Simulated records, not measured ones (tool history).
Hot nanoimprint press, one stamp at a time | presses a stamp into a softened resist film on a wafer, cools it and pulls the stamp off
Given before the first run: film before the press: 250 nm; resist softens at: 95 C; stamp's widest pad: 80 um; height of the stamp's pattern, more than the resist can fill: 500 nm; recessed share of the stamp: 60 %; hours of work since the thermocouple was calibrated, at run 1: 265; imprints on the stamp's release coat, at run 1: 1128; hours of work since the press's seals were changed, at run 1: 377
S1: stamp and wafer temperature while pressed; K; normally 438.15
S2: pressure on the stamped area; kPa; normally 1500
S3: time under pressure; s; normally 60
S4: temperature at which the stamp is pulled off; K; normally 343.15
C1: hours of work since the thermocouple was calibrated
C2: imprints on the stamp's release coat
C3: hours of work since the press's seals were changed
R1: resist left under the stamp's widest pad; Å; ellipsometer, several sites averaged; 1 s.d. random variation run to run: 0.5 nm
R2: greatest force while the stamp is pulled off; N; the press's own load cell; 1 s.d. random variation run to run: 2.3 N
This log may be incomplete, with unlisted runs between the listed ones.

{"run": 1, "hour": 0.0, "S1": 438.15, "S2": 1500, "S3": 60, "S4": 343.15, "C1": 265, "C2": 1128, "C3": 377, "R1": 959, "R2": 132}
{"run": 2, "hour": 44.5, "S1": 438.15, "S2": 1500, "S3": 60, "S4": 343.15, "C1": 288, "C2": 1251, "C3": 400, "R1": 953, "R2": 136}
{"run": 3, "hour": 78.3, "S1": 438.15, "S2": 1500, "S3": 60, "S4": 343.15, "C1": 305, "C2": 1344, "C3": 418, "R1": 943, "R2": 135}
{"run": 4, "hour": 111.5, "S1": 438.15, "S2": 1500, "S3": 60, "S4": 343.15, "C1": 322, "C2": 1436, "C3": 435, "R1": 951, "R2": 137}
{"run": 5, "hour": 142.6, "S1": 438.15, "S2": 1500, "S3": 60, "S4": 336.15, "C1": 338, "C2": 1522, "C3": 451, "R1": 946, "R2": 152}
{"run": 6, "hour": 187.8, "S1": 438.15, "S2": 1500, "S3": 60, "S4": 336.15, "C1": 361, "C2": 1647, "C3": 474, "R1": 939, "R2": 160}
{"run": 7, "hour": 215.0, "S1": 438.15, "S2": 1500, "S3": 60, "S4": 336.15, "C1": 375, "C2": 1722, "C3": 488, "R1": 926, "R2": 159}
{"hour": 224.4, "done": "stamp cleaned and given a new release coat"}
{"hour": 263.4, "done": "plate thermocouple calibrated"}
{"run": 8, "hour": 272.6, "S1": 446.15, "S2": 1500, "S3": 60, "S4": 343.15, "C1": 5, "C2": 125, "C3": 513, "R1": 672, "R2": 108}
{"run": 9, "hour": 301.5, "S1": 438.15, "S2": 1760, "S3": 60, "S4": 343.15, "C1": 20, "C2": 205, "C3": 528, "R1": 939, "R2": 111}
{"run": 10, "hour": 356.8, "S1": 439.15, "S2": 1760, "S3": 60, "S4": 343.15, "C1": 48, "C2": 358, "C3": 556, "R1": 880, "R2": 112}
{"run": 11, "hour": 394.9, "S1": 439.15, "S2": 1760, "S3": 60, "S4": 343.15, "C1": 68, "C2": 464, "C3": 576, "R1": 883, "R2": 118}
{"run": 12, "hour": 451.0, "S1": 439.15, "S2": 1760, "S3": 60, "S4": 342.15, "C1": 97, "C2": 619, "C3": 605, "R1": 866, "R2": 121}
{"run": 13, "hour": 474.8, "S1": 439.15, "S2": 1760, "S3": 60, "S4": 342.15, "C1": 109, "C2": 684, "C3": 617, "R1": 866, "R2": 124}
{"run": 14, "hour": 521.7, "S1": 439.15, "S2": 1760, "S3": 60, "S4": 342.15, "C1": 133, "C2": 814, "C3": 641, "R1": 865, "R2": 128}
{"run": 15, "hour": 564.7, "S1": 445.15, "S2": 990, "S3": 60, "S4": 334.15, "C1": 155, "C2": 933, "C3": 663, "R1": 854, "R2": 144}
{"run": 16, "hour": 601.7, "S1": 437.15, "S2": 1500, "S3": 30, "S4": 343.15, "C1": 174, "C2": 1035, "C3": 682, "R1": 1311, "R2": 130}
{"run": 17, "hour": 643.6, "S1": 435.15, "S2": 1830, "S3": 88, "S4": 347.15, "C1": 196, "C2": 1151, "C3": 704, "R1": 903, "R2": 124}
{"run": 18, "hour": 696.1, "S1": 434.15, "S2": 1760, "S3": 32, "S4": 343.15, "C1": 223, "C2": 1296, "C3": 731, "R1": 1365, "R2": 127}
{"run": 19, "hour": 740.6, "S1": 445.15, "S2": 1540, "S3": 32, "S4": 348.15, "C1": 246, "C2": 1419, "C3": 754, "R1": 844, "R2": 128}
{"run": 20, "hour": 792.8, "S1": 438.15, "S2": 1010, "S3": 32, "S4": 343.15, "C1": 272, "C2": 1564, "C3": 781, "R1": 1449, "R2": 143}
{"run": 21, "hour": 843.6, "S1": 438.15, "S2": 1010, "S3": 32, "S4": 343.15, "C1": 299, "C2": 1704, "C3": 807, "R1": 1439, "R2": 153}
{"hour": 858.7, "done": "stamp cleaned and given a new release coat"}
{"run": 22, "hour": 880.0, "S1": 442.15, "S2": 1690, "S3": 109, "S4": 347.15, "C1": 314, "C2": 59, "C3": 822, "R1": 574, "R2": 95}
{"run": 23, "hour": 931.1, "S1": 431.15, "S2": 1240, "S3": 43, "S4": 343.15, "C1": 340, "C2": 200, "C3": 849, "R1": 1630, "R2": 103}
{"run": 24, "hour": 988.7, "S1": 431.15, "S2": 1030, "S3": 43, "S4": 333.15, "C1": 370, "C2": 359, "C3": 878, "R1": 1734, "R2": 129}
{"run": 25, "hour": 1022.5, "S1": 431.15, "S2": 1030, "S3": 43, "S4": 333.15, "C1": 387, "C2": 453, "C3": 896, "R1": 1738, "R2": 128}
{"hour": 1043.0, "done": "plate thermocouple calibrated"}
{"run": 26, "hour": 1061.1, "S1": 448.15, "S2": 1440, "S3": 33, "S4": 343.15, "C1": 9, "C2": 551, "C3": 914, "R1": 776, "R2": 115}
{"run": 27, "hour": 1085.8, "S1": 446.15, "S2": 1010, "S3": 33, "S4": 343.15, "C1": 22, "C2": 620, "C3": 927, "R1": 1038, "R2": 123}

Per-run results on a tool with no hidden state, each run keeping its own random variation:
What the log doesn't record here: true temperature over the reading, C; pressure that arrives at the usual setting, %; grip of the stamp's worn release coat, % over a new coat's; drift of the gauge itself on residual_nm, %; drift of the gauge itself on pull_off_n, %.
run=1 R1=1006 R2=104
run=2 R1=1004 R2=105
run=3 R1=998 R2=102
run=4 R1=1010 R2=101
run=5 R1=1009 R2=111
run=6 R1=1007 R2=114
run=7 R1=997 R2=112
run=8 R1=661 R2=104
run=9 R1=926 R2=105
run=10 R1=874 R2=102
run=11 R1=880 R2=106
run=12 R1=869 R2=104
run=13 R1=871 R2=106
run=14 R1=875 R2=106
run=15 R1=871 R2=117
run=16 R1=1338 R2=103
run=17 R1=928 R2=97
run=18 R1=1406 R2=96
run=19 R1=874 R2=95
run=20 R1=1507 R2=103
run=21 R1=1504 R2=108
run=22 R1=606 R2=96
run=23 R1=1713 R2=100
run=24 R1=1823 R2=121
run=25 R1=1833 R2=117
run=26 R1=767 R2=101
run=27 R1=1034 R2=106
